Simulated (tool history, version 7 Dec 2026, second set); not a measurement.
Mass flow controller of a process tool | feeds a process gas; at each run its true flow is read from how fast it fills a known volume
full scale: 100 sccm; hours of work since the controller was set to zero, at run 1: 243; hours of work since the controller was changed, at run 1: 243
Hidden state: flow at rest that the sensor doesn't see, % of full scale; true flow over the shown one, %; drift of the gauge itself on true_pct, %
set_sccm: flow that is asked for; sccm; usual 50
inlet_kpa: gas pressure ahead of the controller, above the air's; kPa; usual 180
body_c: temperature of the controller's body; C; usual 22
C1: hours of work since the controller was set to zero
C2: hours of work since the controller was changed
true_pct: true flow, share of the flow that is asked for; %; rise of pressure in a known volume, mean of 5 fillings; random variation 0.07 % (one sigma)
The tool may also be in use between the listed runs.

run 1 hour=0 | set_sccm=50 inlet_kpa=180 body_c=22 | C1=243 C2=243 | true_pct=98.76
run 2 hour=94.7 | set_sccm=50 inlet_kpa=260 body_c=22 | C1=273 C2=273 | true_pct=98.26
run 3 hour=188.2 | set_sccm=50 inlet_kpa=260 body_c=22 | C1=303 C2=303 | true_pct=98.39
run 4 hour=250.3 | set_sccm=50 inlet_kpa=260 body_c=22 | C1=323 C2=323 | true_pct=98.46
run 5 hour=335.3 | set_sccm=50 inlet_kpa=185 body_c=22 | C1=349 C2=349 | true_pct=98.63
run 6 hour=387.5 | set_sccm=50 inlet_kpa=185 body_c=22 | C1=366 C2=366 | true_pct=98.6
run 7 hour=460.5 | set_sccm=50 inlet_kpa=185 body_c=22 | C1=389 C2=389 | true_pct=98.72
run 8 hour=518.2 | set_sccm=50 inlet_kpa=185 body_c=22 | C1=407 C2=407 | true_pct=98.68
run 9 hour=562.5 | set_sccm=50 inlet_kpa=240 body_c=22 | C1=421 C2=421 | true_pct=98.36
run 10 hour=620.8 | set_sccm=50 inlet_kpa=180 body_c=22 | C1=440 C2=440 | true_pct=98.75
run 11 hour=688.4 | set_sccm=43 inlet_kpa=180 body_c=22 | C1=461 C2=461 | true_pct=98.37
run 12 hour=757.8 | set_sccm=43 inlet_kpa=180 body_c=22 | C1=483 C2=483 | true_pct=98.35
run 13 hour=814.4 | set_sccm=32 inlet_kpa=180 body_c=22 | C1=501 C2=501 | true_pct=98
run 14 hour=900.4 | set_sccm=32 inlet_kpa=180 body_c=22 | C1=528 C2=528 | true_pct=98.1
run 15 hour=991.6 | set_sccm=32 inlet_kpa=180 body_c=22 | C1=557 C2=557 | true_pct=98.02
run 16 hour=1070.7 | set_sccm=50 inlet_kpa=180 body_c=22 | C1=582 C2=582 | true_pct=98.61
run 17 hour=1151.6 | set_sccm=50 inlet_kpa=188 body_c=22 | C1=607 C2=607 | true_pct=98.69
run 18 hour=1204.3 | set_sccm=50 inlet_kpa=180 body_c=21 | C1=624 C2=624 | true_pct=98.47
run 19 hour=1286.5 | set_sccm=50 inlet_kpa=180 body_c=21 | C1=650 C2=650 | true_pct=98.55
run 20 hour=1341.3 | set_sccm=50 inlet_kpa=180 body_c=22 | C1=667 C2=667 | true_pct=98.62
run 21 hour=1401.7 | set_sccm=10 inlet_kpa=180 body_c=22 | C1=686 C2=686 | true_pct=96.75
run 22 hour=1501 | set_sccm=10 inlet_kpa=180 body_c=22 | C1=718 C2=718 | true_pct=96.7
run 23 hour=1558.5 | set_sccm=10 inlet_kpa=180 body_c=22 | C1=736 C2=736 | true_pct=96.64
run 24 hour=1633.6 | set_sccm=10 inlet_kpa=180 body_c=22 | C1=760 C2=760 | true_pct=96.69
run 25 hour=1721.5 | set_sccm=10 inlet_kpa=180 body_c=22 | C1=787 C2=787 | true_pct=96.58
run 26 hour=1774.2 | set_sccm=36 inlet_kpa=198 body_c=36 | C1=804 C2=804 | true_pct=99.11
run 27 hour=1838.1 | set_sccm=37 inlet_kpa=151 body_c=39 | C1=824 C2=824 | true_pct=99.41
run 28 hour=1893.3 | set_sccm=50 inlet_kpa=272 body_c=22 | C1=842 C2=842 | true_pct=98.33
run 29 hour=1969.7 | set_sccm=18 inlet_kpa=272 body_c=22 | C1=866 C2=866 | true_pct=96.89
run 30 hour=2051.8 | set_sccm=12 inlet_kpa=246 body_c=40 | C1=892 C2=892 | true_pct=97.74
run 31 hour=2135.9 | set_sccm=53 inlet_kpa=153 body_c=28 | C1=918 C2=918 | true_pct=99.35
run 32 hour=2222.8 | set_sccm=69 inlet_kpa=261 body_c=24 | C1=946 C2=946 | true_pct=99.22
run 33 hour=2301.3 | set_sccm=53 inlet_kpa=180 body_c=29 | C1=971 C2=971 | true_pct=99.32
run 34 hour=2355.2 | set_sccm=53 inlet_kpa=180 body_c=29 | C1=988 C2=988 | true_pct=99.11
run 35 hour=2399.9 | set_sccm=53 inlet_kpa=180 body_c=29 | C1=1002 C2=1002 | true_pct=99.35
run 36 hour=2460.8 | set_sccm=13 inlet_kpa=151 body_c=20 | C1=1021 C2=1021 | true_pct=96.59
run 37 hour=2558.1 | set_sccm=13 inlet_kpa=250 body_c=39 | C1=1052 C2=1052 | true_pct=97.69
run 38 hour=2651.3 | set_sccm=61 inlet_kpa=140 body_c=22 | C1=1081 C2=1081 | true_pct=99.2
run 39 hour=2704.4 | set_sccm=11 inlet_kpa=145 body_c=28 | C1=1098 C2=1098 | true_pct=96.92
run 40 hour=2796.9 | set_sccm=11 inlet_kpa=145 body_c=28 | C1=1127 C2=1127 | true_pct=96.8
run 41 hour=2870 | set_sccm=11 inlet_kpa=199 body_c=20 | C1=1150 C2=1150 | true_pct=96.18
run 42 hour=2941.9 | set_sccm=50 inlet_kpa=244 body_c=22 | C1=1173 C2=1173 | true_pct=98.49
run 43 hour=3012.3 | set_sccm=50 inlet_kpa=180 body_c=37 | C1=1195 C2=1195 | true_pct=99.77
run 44 hour=3101.4 | set_sccm=50 inlet_kpa=180 body_c=37 | C1=1224 C2=1224 | true_pct=99.6
run 45 hour=3152.9 | set_sccm=22 inlet_kpa=155 body_c=21 | C1=1240 C2=1240 | true_pct=97.4
run 46 hour=3199.2 | set_sccm=22 inlet_kpa=163 body_c=32 | C1=1254 C2=1254 | true_pct=98.23
run 47 hour=3265.4 | set_sccm=72 inlet_kpa=180 body_c=37 | C1=1275 C2=1275 | true_pct=100.23
run 48 hour=3347.9 | set_sccm=72 inlet_kpa=180 body_c=37 | C1=1301 C2=1301 | true_pct=100.47
run 49 hour=3416 | set_sccm=50 inlet_kpa=278 body_c=22 | C1=1323 C2=1323 | true_pct=98.39

The same runs without the tool's hidden state, with the same run-to-run variation:
run=1 true_pct=98.61
run=2 true_pct=98.1
run=3 true_pct=98.23
run=4 true_pct=98.29
run=5 true_pct=98.47
run=6 true_pct=98.43
run=7 true_pct=98.55
run=8 true_pct=98.51
run=9 true_pct=98.2
run=10 true_pct=98.59
run=11 true_pct=98.23
run=12 true_pct=98.21
run=13 true_pct=97.93
run=14 true_pct=98.03
run=15 true_pct=97.95
run=16 true_pct=98.44
run=17 true_pct=98.51
run=18 true_pct=98.29
run=19 true_pct=98.38
run=20 true_pct=98.44
run=21 true_pct=97.44
run=22 true_pct=97.43
run=23 true_pct=97.39
run=24 true_pct=97.47
run=25 true_pct=97.39
run=26 true_pct=99.03
run=27 true_pct=99.32
run=28 true_pct=98.15
run=29 true_pct=97.18
run=30 true_pct=98.43
run=31 true_pct=99.15
run=32 true_pct=98.95
run=33 true_pct=99.11
run=34 true_pct=98.9
run=35 true_pct=99.14
run=36 true_pct=97.3
run=37 true_pct=98.43
run=38 true_pct=98.94
run=39 true_pct=97.93
run=40 true_pct=97.83
run=41 true_pct=97.24
run=42 true_pct=98.29
run=43 true_pct=99.57
run=44 true_pct=99.4
run=45 true_pct=97.68
run=46 true_pct=98.51
run=47 true_pct=99.9
run=48 true_pct=100.14
run=49 true_pct=98.19

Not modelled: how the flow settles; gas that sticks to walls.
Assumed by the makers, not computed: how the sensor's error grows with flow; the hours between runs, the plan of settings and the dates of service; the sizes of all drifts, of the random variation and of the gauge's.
